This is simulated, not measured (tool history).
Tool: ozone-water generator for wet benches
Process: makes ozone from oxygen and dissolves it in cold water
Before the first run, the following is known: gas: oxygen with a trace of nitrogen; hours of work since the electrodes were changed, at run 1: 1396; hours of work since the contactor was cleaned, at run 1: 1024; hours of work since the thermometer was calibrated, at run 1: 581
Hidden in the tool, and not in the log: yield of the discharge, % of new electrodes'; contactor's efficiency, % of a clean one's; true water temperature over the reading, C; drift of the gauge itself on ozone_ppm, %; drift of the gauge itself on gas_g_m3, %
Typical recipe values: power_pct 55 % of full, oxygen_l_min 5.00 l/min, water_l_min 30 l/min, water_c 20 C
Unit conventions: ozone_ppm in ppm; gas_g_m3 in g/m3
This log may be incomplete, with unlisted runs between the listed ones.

run    hour  power_pct  oxygen_l_min  water_l_min  water_c  hours of work since the electrodes were changed  hours of work since the contactor was cleaned  hours of work since the thermometer was calibrated  ozone_ppm  gas_g_m3
  1     0.0         55          5.00           30       20                                             1396                                           1024                                                 581       15.7     184.7
  2   122.9         55          5.00           30       20                                             1506                                           1135                                                 692       15.9     186.3
  3   211.1         55          5.00           30       20                                             1586                                           1214                                                 771       15.2     185.2
  4   390.1         55          5.00           30       20                                             1747                                           1375                                                 933       15.6     187.1
  5   470.3         55          5.00           30       20                                             1819                                           1448                                                1005       15.7     187.8
  6   601.3         55          5.00           39       20                                             1937                                           1566                                                1123       11.9     186.6
  7   731.5         55          5.00           30       20                                             2054                                           1683                                                1240       15.6     184.4
  8   851.2         55          5.00           30       20                                             2162                                           1791                                                1348       15.5     184.0
  9   966.3         55          5.00           30       20                                             2266                                           1894                                                1452       15.6     184.2
 10  1109.9         55          5.00           30       20                                             2395                                           2024                                                1581       15.4     185.3
 11  1241.5         55          5.00           21       20                                             2514                                           2142                                                1700       21.2     184.0
 12  1341.7         55          5.00           30       20                                             2604                                           2232                                                1790       15.3     183.6
 13  1496.3         55          5.00           33       20                                             2743                                           2372                                                1929       13.8     185.0
 14  1634.6         55          5.00           33       20                                             2868                                           2496                                                2054       14.1     183.4
 15  1793.6         55          4.03           30       20                                             3011                                           2640                                                2197       15.1     207.0
 16  1948.8         55          4.03           30       20                                             3151                                           2779                                                2337       15.2     206.7
 17  2038.8         89          5.00           30       20                                             3232                                           2860                                                2418       22.4     268.6
 18  2182.2         89          5.00           30       20                                             3361                                           2990                                                2547       22.0     269.0
 19  2289.8         49          5.00           30       17                                             3458                                           3087                                                2644       14.3     164.7
 20  2384.3         73          7.14           37       24                                             3543                                           3172                                                2729       14.8     182.1
 21  2520.4         73          7.14           37       24                                             3666                                           3294                                                2852       14.6     182.1
 22  2706.9         43          5.00           33       20                                             3834                                           3462                                                3020       11.1     148.1
 23  2800.4         43          5.00           33       20                                             3918                                           3546                                                3104       11.3     148.2
 24  2930.2         55          2.54           32       20                                             4035                                           3663                                                3221       13.0     277.8
 25  3089.1         55          3.00           32       13                                             4178                                           3806                                                3364       14.1     250.3
 26  3275.8         86          2.72           28       19                                             4346                                           3975                                                3532       21.8     375.0
     3320.0  -- water thermometer calibrated
 27  3363.3         86          2.72           28       19                                             4425                                           4053                                                  39       22.1     376.0
 28  3483.8         55          8.93           30       16                                             4533                                           4162                                                 148       15.2     123.9
 29  3640.6         65          6.20           22       20                                             4675                                           4303                                                 289       22.2     178.7

5 ways to go on from here, each from the tool as it stands after run 29. What would each give?
  A  3826.3         90          7.90           22       18                                             4842                                           4470                                                 456          ?         ?
  B  3826.3         55          5.00           39       20                                             4842                                           4470                                                 456          ?         ?
  C  3826.3         65          6.20           28       20                                             4842                                           4470                                                 456          ?         ?
  D  3826.3         55          2.88           28       16                                             4842                                           4470                                                 456          ?         ?
  E  3826.3         96          8.06           22       13                                             4842                                           4470                                                 456          ?         ?

run  ozone_ppm  gas_g_m3
  A       28.4     195.9
  B       11.3     180.6
  C       17.8     177.4
  D       15.5     253.0
  E       31.7     204.4
Take away the tool's hidden state, keep each run's random variation, and the runs would have read:
run  ozone_ppm  gas_g_m3
  A       32.2     215.1
  B       12.6     192.2
  C       19.9     190.8
  D       17.1     269.3
  E       36.2     225.4
